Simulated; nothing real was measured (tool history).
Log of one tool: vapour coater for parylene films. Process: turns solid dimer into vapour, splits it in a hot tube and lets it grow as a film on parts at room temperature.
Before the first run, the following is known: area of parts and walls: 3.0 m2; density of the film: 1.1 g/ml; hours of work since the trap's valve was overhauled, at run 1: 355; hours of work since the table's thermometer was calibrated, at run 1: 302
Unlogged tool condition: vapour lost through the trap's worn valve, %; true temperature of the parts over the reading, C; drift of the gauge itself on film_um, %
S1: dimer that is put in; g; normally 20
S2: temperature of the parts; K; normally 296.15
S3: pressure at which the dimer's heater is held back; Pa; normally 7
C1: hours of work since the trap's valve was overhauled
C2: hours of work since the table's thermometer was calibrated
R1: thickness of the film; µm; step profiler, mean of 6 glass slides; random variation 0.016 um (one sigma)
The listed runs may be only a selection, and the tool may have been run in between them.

{"run": 1, "day": 0.0, "S1": 20, "S2": 296.15, "S3": 7, "C1": 355, "C2": 302, "R1": 2.73}
{"run": 2, "day": 0.312, "S1": 20, "S2": 296.15, "S3": 7, "C1": 362, "C2": 308, "R1": 2.69}
{"run": 3, "day": 0.629, "S1": 20, "S2": 296.15, "S3": 7, "C1": 368, "C2": 315, "R1": 2.72}
{"run": 4, "day": 1.1, "S1": 12, "S2": 296.15, "S3": 7, "C1": 378, "C2": 324, "R1": 1.63}
{"run": 5, "day": 1.462, "S1": 20, "S2": 296.15, "S3": 7, "C1": 385, "C2": 332, "R1": 2.72}
{"run": 6, "day": 1.992, "S1": 20, "S2": 296.15, "S3": 7, "C1": 396, "C2": 343, "R1": 2.7}
{"run": 7, "day": 2.317, "S1": 20, "S2": 296.15, "S3": 7, "C1": 403, "C2": 349, "R1": 2.71}
{"run": 8, "day": 2.612, "S1": 20, "S2": 296.15, "S3": 7, "C1": 409, "C2": 355, "R1": 2.71}
{"run": 9, "day": 3.262, "S1": 20, "S2": 296.15, "S3": 6.01, "C1": 422, "C2": 369, "R1": 2.77}
{"run": 10, "day": 3.55, "S1": 20, "S2": 290.15, "S3": 6.01, "C1": 428, "C2": 374, "R1": 3.23}
{"run": 11, "day": 4.117, "S1": 20, "S2": 290.15, "S3": 6.01, "C1": 440, "C2": 386, "R1": 3.24}
{"run": 12, "day": 4.596, "S1": 20, "S2": 290.15, "S3": 6.01, "C1": 449, "C2": 396, "R1": 3.21}
{"day": 5.021, "done": "trap's valve overhauled"}
{"run": 13, "day": 5.412, "S1": 20, "S2": 290.15, "S3": 6.01, "C1": 8, "C2": 409, "R1": 3.39}
{"run": 14, "day": 5.988, "S1": 20, "S2": 290.15, "S3": 6.01, "C1": 20, "C2": 421, "R1": 3.38}
{"run": 15, "day": 6.575, "S1": 20, "S2": 290.15, "S3": 6.01, "C1": 32, "C2": 433, "R1": 3.4}
{"run": 16, "day": 7.1, "S1": 20, "S2": 290.15, "S3": 6.01, "C1": 43, "C2": 444, "R1": 3.4}
{"run": 17, "day": 7.671, "S1": 20, "S2": 290.15, "S3": 6.01, "C1": 54, "C2": 455, "R1": 3.38}
{"run": 18, "day": 8.254, "S1": 20, "S2": 296.15, "S3": 7, "C1": 66, "C2": 467, "R1": 2.81}
{"run": 19, "day": 8.6, "S1": 20, "S2": 296.15, "S3": 7, "C1": 73, "C2": 474, "R1": 2.84}
{"run": 20, "day": 8.867, "S1": 20, "S2": 296.15, "S3": 7, "C1": 79, "C2": 480, "R1": 2.82}
{"run": 21, "day": 9.517, "S1": 9, "S2": 288.15, "S3": 4.24, "C1": 92, "C2": 493, "R1": 1.7}
{"run": 22, "day": 9.983, "S1": 23, "S2": 291.15, "S3": 7, "C1": 101, "C2": 502, "R1": 3.61}
{"run": 23, "day": 10.417, "S1": 20, "S2": 295.15, "S3": 5.85, "C1": 110, "C2": 511, "R1": 2.96}
{"run": 24, "day": 11.004, "S1": 24, "S2": 296.15, "S3": 7, "C1": 122, "C2": 523, "R1": 3.36}
{"run": 25, "day": 11.621, "S1": 9, "S2": 296.15, "S3": 7, "C1": 135, "C2": 536, "R1": 1.27}
{"run": 26, "day": 12.083, "S1": 20, "S2": 299.15, "S3": 2.83, "C1": 144, "C2": 545, "R1": 3.09}
{"run": 27, "day": 12.704, "S1": 9, "S2": 298.15, "S3": 6.48, "C1": 157, "C2": 558, "R1": 1.2}
{"run": 28, "day": 13.217, "S1": 20, "S2": 291.15, "S3": 7, "C1": 167, "C2": 569, "R1": 3.14}
{"run": 29, "day": 13.688, "S1": 23, "S2": 308.15, "S3": 9.09, "C1": 177, "C2": 578, "R1": 2.25}
{"run": 30, "day": 14.083, "S1": 17, "S2": 296.15, "S3": 4.06, "C1": 185, "C2": 586, "R1": 2.62}
{"run": 31, "day": 14.504, "S1": 11, "S2": 296.15, "S3": 7, "C1": 194, "C2": 595, "R1": 1.54}
{"run": 32, "day": 15.008, "S1": 20, "S2": 295.15, "S3": 2.9, "C1": 204, "C2": 605, "R1": 3.41}
{"run": 33, "day": 15.654, "S1": 20, "S2": 297.15, "S3": 7, "C1": 217, "C2": 618, "R1": 2.71}
{"run": 34, "day": 15.942, "S1": 20, "S2": 291.15, "S3": 9.41, "C1": 223, "C2": 624, "R1": 2.96}
{"run": 35, "day": 16.25, "S1": 9, "S2": 293.15, "S3": 4.65, "C1": 229, "C2": 630, "R1": 1.46}
{"run": 36, "day": 16.583, "S1": 20, "S2": 292.15, "S3": 3.23, "C1": 236, "C2": 637, "R1": 3.58}
{"run": 37, "day": 16.958, "S1": 20, "S2": 304.15, "S3": 7, "C1": 244, "C2": 645, "R1": 2.25}
{"run": 38, "day": 17.483, "S1": 34, "S2": 303.15, "S3": 7, "C1": 255, "C2": 656, "R1": 3.93}
{"run": 39, "day": 18.104, "S1": 34, "S2": 303.15, "S3": 7, "C1": 267, "C2": 668, "R1": 3.93}

Some steps in R1, run to run, broken into two amounts with sign: the step expected even without the hidden condition (settings, incoming material, random variation), and the rest, left for the hidden condition together with whatever gauge scatter is not in both the measured and the hidden-condition-free result:
Run 3 -> 4: S1 20 -> 12. R1 -1.09 µm: hidden state +0.06, all else -1.15.
Run 12 -> 13: trap's valve overhauled. R1 +0.18 µm: hidden state +0.19, all else -0.01.
Run 24 -> 25: S1 24 -> 9. R1 -2.09 µm: hidden state +0.02, all else -2.11.
Run 27 -> 28: S1 9 -> 20, S2 298.15 -> 291.15, S3 6.48 -> 7. R1 +1.94 µm: hidden state -0.04, all else +1.98.
Run 35 -> 36: S1 9 -> 20, S2 293.15 -> 292.15, S3 4.65 -> 3.23. R1 +2.12 µm: hidden state -0.07, all else +2.19.
